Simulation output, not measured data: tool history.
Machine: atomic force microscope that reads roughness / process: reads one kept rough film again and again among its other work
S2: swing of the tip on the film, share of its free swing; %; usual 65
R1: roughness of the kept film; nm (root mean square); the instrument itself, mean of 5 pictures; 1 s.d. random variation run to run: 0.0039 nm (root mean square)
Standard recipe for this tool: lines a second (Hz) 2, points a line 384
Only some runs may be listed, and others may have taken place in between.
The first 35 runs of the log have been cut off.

-- hour=1499.5 new tip fitted
run 36 hour=1508.2 | lines_a_second_(Hz)=2.27 S2=63 points_a_line=856 | R1=1.196
run 37 hour=1563.8 | lines_a_second_(Hz)=2.27 S2=63 points_a_line=856 | R1=1.198
run 38 hour=1623.3 | lines_a_second_(Hz)=0.55 S2=75 points_a_line=839 | R1=1.236
run 39 hour=1661.3 | lines_a_second_(Hz)=1.48 S2=65 points_a_line=313 | R1=1.201
run 40 hour=1714.3 | lines_a_second_(Hz)=1.48 S2=81 points_a_line=381 | R1=1.115
-- hour=1739.8 new tip fitted
run 41 hour=1740.3 | lines_a_second_(Hz)=1.48 S2=81 points_a_line=381 | R1=1.136
run 42 hour=1765.8 | lines_a_second_(Hz)=1.49 S2=70 points_a_line=728 | R1=1.198
run 43 hour=1824.7 | lines_a_second_(Hz)=1.49 S2=70 points_a_line=349 | R1=1.192
run 44 hour=1860.3 | lines_a_second_(Hz)=1.49 S2=70 points_a_line=719 | R1=1.189
run 45 hour=1906.4 | lines_a_second_(Hz)=1.14 S2=65 points_a_line=452 | R1=1.216
run 46 hour=1949 | lines_a_second_(Hz)=2 S2=87 points_a_line=655 | R1=1.016
-- hour=1981.6 new tip fitted
run 47 hour=2003.2 | lines_a_second_(Hz)=2 S2=69 points_a_line=307 | R1=1.18
run 48 hour=2028.3 | lines_a_second_(Hz)=0.8 S2=70 points_a_line=865 | R1=1.249
run 49 hour=2054.7 | lines_a_second_(Hz)=2 S2=56 points_a_line=384 | R1=1.233
run 50 hour=2093.3 | lines_a_second_(Hz)=0.93 S2=56 points_a_line=657 | R1=1.261
run 51 hour=2138 | lines_a_second_(Hz)=0.93 S2=56 points_a_line=657 | R1=1.253

3 options for the next run, each taken on its own from the tool as it stands now. Forecast them:
run A hour=2188.7 | lines_a_second_(Hz)=1.21 S2=77 points_a_line=384 | R1=?
run B hour=2188.7 | lines_a_second_(Hz)=2 S2=70 points_a_line=384 | R1=?
run C hour=2188.7 | lines_a_second_(Hz)=2 S2=65 points_a_line=772 | R1=?

run=A R1=1.166
run=B R1=1.154
run=C R1=1.186
Without the tool's hidden state the same runs would have given:
run=A R1=1.177
run=B R1=1.164
run=C R1=1.196
